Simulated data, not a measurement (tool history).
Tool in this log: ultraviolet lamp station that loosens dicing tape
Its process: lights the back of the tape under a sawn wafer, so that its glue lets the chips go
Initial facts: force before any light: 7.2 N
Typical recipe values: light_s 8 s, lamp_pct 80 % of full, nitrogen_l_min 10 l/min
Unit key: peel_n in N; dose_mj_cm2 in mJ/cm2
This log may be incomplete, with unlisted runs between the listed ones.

run 1 hour=0 | light_s=8 lamp_pct=80 nitrogen_l_min=10 | peel_n=0.491 dose_mj_cm2=249
run 2 hour=65.2 | light_s=8 lamp_pct=80 nitrogen_l_min=10 | peel_n=0.549 dose_mj_cm2=239
run 3 hour=104.9 | light_s=8 lamp_pct=80 nitrogen_l_min=10 | peel_n=0.614 dose_mj_cm2=234
run 4 hour=145.7 | light_s=6 lamp_pct=80 nitrogen_l_min=10 | peel_n=1.13 dose_mj_cm2=169
run 5 hour=207 | light_s=6 lamp_pct=80 nitrogen_l_min=10 | peel_n=1.221 dose_mj_cm2=156
run 6 hour=268.2 | light_s=6 lamp_pct=80 nitrogen_l_min=10 | peel_n=1.321 dose_mj_cm2=153
run 7 hour=320.6 | light_s=6 lamp_pct=80 nitrogen_l_min=10 | peel_n=1.428 dose_mj_cm2=147
run 8 hour=374 | light_s=8 lamp_pct=91 nitrogen_l_min=10 | peel_n=0.71 dose_mj_cm2=218
run 9 hour=412.4 | light_s=8 lamp_pct=91 nitrogen_l_min=10 | peel_n=0.851 dose_mj_cm2=195
run 10 hour=486.4 | light_s=8 lamp_pct=91 nitrogen_l_min=10 | peel_n=0.95 dose_mj_cm2=187
run 11 hour=555.7 | light_s=8 lamp_pct=80 nitrogen_l_min=17 | peel_n=0.606 dose_mj_cm2=195
run 12 hour=613.4 | light_s=8 lamp_pct=80 nitrogen_l_min=17 | peel_n=0.669 dose_mj_cm2=184
run 13 hour=647.3 | light_s=8 lamp_pct=80 nitrogen_l_min=10 | peel_n=1.041 dose_mj_cm2=175
run 14 hour=714.9 | light_s=8 lamp_pct=80 nitrogen_l_min=10 | peel_n=1.137 dose_mj_cm2=168
run 15 hour=786 | light_s=8 lamp_pct=80 nitrogen_l_min=10 | peel_n=1.274 dose_mj_cm2=159
run 16 hour=843.1 | light_s=8 lamp_pct=77 nitrogen_l_min=10 | peel_n=0.45 dose_mj_cm2=268
run 17 hour=914.5 | light_s=8 lamp_pct=77 nitrogen_l_min=10 | peel_n=0.479 dose_mj_cm2=254
run 18 hour=969 | light_s=8 lamp_pct=77 nitrogen_l_min=10 | peel_n=0.39 dose_mj_cm2=280
run 19 hour=1015 | light_s=8 lamp_pct=77 nitrogen_l_min=10 | peel_n=0.413 dose_mj_cm2=271
run 20 hour=1055 | light_s=5 lamp_pct=80 nitrogen_l_min=10 | peel_n=1.157 dose_mj_cm2=171
run 21 hour=1092.4 | light_s=5 lamp_pct=80 nitrogen_l_min=10 | peel_n=1.167 dose_mj_cm2=173
run 22 hour=1158.1 | light_s=5 lamp_pct=80 nitrogen_l_min=10 | peel_n=1.212 dose_mj_cm2=161
run 23 hour=1213.1 | light_s=11 lamp_pct=81 nitrogen_l_min=11 | peel_n=0.21 dose_mj_cm2=343
run 24 hour=1273.5 | light_s=11 lamp_pct=81 nitrogen_l_min=11 | peel_n=0.24 dose_mj_cm2=333
run 25 hour=1315.2 | light_s=16 lamp_pct=69 nitrogen_l_min=9 | peel_n=0.184 dose_mj_cm2=399
run 26 hour=1380.1 | light_s=16 lamp_pct=62 nitrogen_l_min=9 | peel_n=0.188 dose_mj_cm2=388
run 27 hour=1448.3 | light_s=7 lamp_pct=94 nitrogen_l_min=6 | peel_n=0.833 dose_mj_cm2=246
run 28 hour=1481.3 | light_s=7 lamp_pct=94 nitrogen_l_min=6 | peel_n=0.848 dose_mj_cm2=239
run 29 hour=1548.1 | light_s=7 lamp_pct=94 nitrogen_l_min=6 | peel_n=0.92 dose_mj_cm2=227
run 30 hour=1582.5 | light_s=7 lamp_pct=94 nitrogen_l_min=6 | peel_n=0.983 dose_mj_cm2=225
run 31 hour=1645.8 | light_s=8 lamp_pct=98 nitrogen_l_min=10 | peel_n=0.491 dose_mj_cm2=253
run 32 hour=1695.7 | light_s=8 lamp_pct=82 nitrogen_l_min=10 | peel_n=0.724 dose_mj_cm2=206
run 33 hour=1739.4 | light_s=8 lamp_pct=84 nitrogen_l_min=3 | peel_n=1.787 dose_mj_cm2=204
run 34 hour=1813.2 | light_s=16 lamp_pct=93 nitrogen_l_min=17 | peel_n=0.1 dose_mj_cm2=484
run 35 hour=1882.3 | light_s=16 lamp_pct=93 nitrogen_l_min=17 | peel_n=0.1 dose_mj_cm2=459
run 36 hour=1943.4 | light_s=8 lamp_pct=80 nitrogen_l_min=10 | peel_n=0.908 dose_mj_cm2=190
run 37 hour=1996.7 | light_s=8 lamp_pct=63 nitrogen_l_min=10 | peel_n=1.453 dose_mj_cm2=142
run 38 hour=2070 | light_s=13 lamp_pct=100 nitrogen_l_min=7 | peel_n=0.316 dose_mj_cm2=346
run 39 hour=2117.3 | light_s=7 lamp_pct=80 nitrogen_l_min=6 | peel_n=1.93 dose_mj_cm2=145
run 40 hour=2180.9 | light_s=15 lamp_pct=88 nitrogen_l_min=14 | peel_n=0.106 dose_mj_cm2=556
run 41 hour=2220.4 | light_s=11 lamp_pct=70 nitrogen_l_min=3 | peel_n=0.688 dose_mj_cm2=354
run 42 hour=2267.5 | light_s=6 lamp_pct=80 nitrogen_l_min=10 | peel_n=0.708 dose_mj_cm2=216
run 43 hour=2337.6 | light_s=6 lamp_pct=76 nitrogen_l_min=10 | peel_n=0.837 dose_mj_cm2=200
run 44 hour=2376.8 | light_s=5 lamp_pct=96 nitrogen_l_min=14 | peel_n=0.627 dose_mj_cm2=202

Taken out of this log: 8 entries between the listed runs. Where each belongs, and how the hidden state differs across it:
From run 8 to run 9: window cleaned of glue's vapour (hour 412.4)
  lamp's light, % of a new lamp's: 68.8 -> 67.5; light that the window lets through, % of a clean one's: 88.8 -> 84
  measured less the result without the state, peel_n: +0.485 -> +0.62 N; dose_mj_cm2: -136 -> -151 mJ/cm2
From run 10 to run 11: window cleaned of glue's vapour, once more (hour 533.4)
  lamp's light, % of a new lamp's: 65 -> 63; light that the window lets through, % of a clean one's: 81.8 -> 98.8
  measured less the result without the state, peel_n: +0.727 -> +0.408 N; dose_mj_cm2: -163 -> -116 mJ/cm2
From run 15 to run 16: lamp changed (hour 819.4)
  lamp's light, % of a new lamp's: 55.8 -> 98.9; light that the window lets through, % of a clean one's: 92.6 -> 91
  measured less the result without the state, peel_n: +0.964 -> +0.101 N; dose_mj_cm2: -148 -> -30 mJ/cm2
From run 17 to run 18: window cleaned of glue's vapour (hour 946.1)
  lamp's light, % of a new lamp's: 96.7 -> 95.1; light that the window lets through, % of a clean one's: 89.1 -> 98.9
  measured less the result without the state, peel_n: +0.143 -> +0.053 N; dose_mj_cm2: -40 -> -18 mJ/cm2
From run 25 to run 26: window cleaned of glue's vapour (hour 1357.5)
  lamp's light, % of a new lamp's: 84 -> 82.1; light that the window lets through, % of a clean one's: 89.1 -> 98.7
  measured less the result without the state, peel_n: +0.07 -> +0.062 N; dose_mj_cm2: -134 -> -91 mJ/cm2
From run 33 to run 34: window cleaned of glue's vapour (hour 1771)
  lamp's light, % of a new lamp's: 70.8 -> 68.5; light that the window lets through, % of a clean one's: 89 -> 98.9
  measured less the result without the state, peel_n: +0.962 -> +0.009 N; dose_mj_cm2: -119 -> -231 mJ/cm2
From run 39 to run 40: lamp changed (hour 2155.3)
  lamp's light, % of a new lamp's: 58.7 -> 98.8; light that the window lets through, % of a clean one's: 90.6 -> 88.9
  measured less the result without the state, peel_n: +1.27 -> +0.003 N; dose_mj_cm2: -126 -> -77 mJ/cm2
From run 40 to run 41: window cleaned of glue's vapour (hour 2188.1)
  lamp's light, % of a new lamp's: 98.8 -> 97.5; light that the window lets through, % of a clean one's: 88.9 -> 98.6
  measured less the result without the state, peel_n: +0.003 -> +0.057 N; dose_mj_cm2: -77 -> -15 mJ/cm2
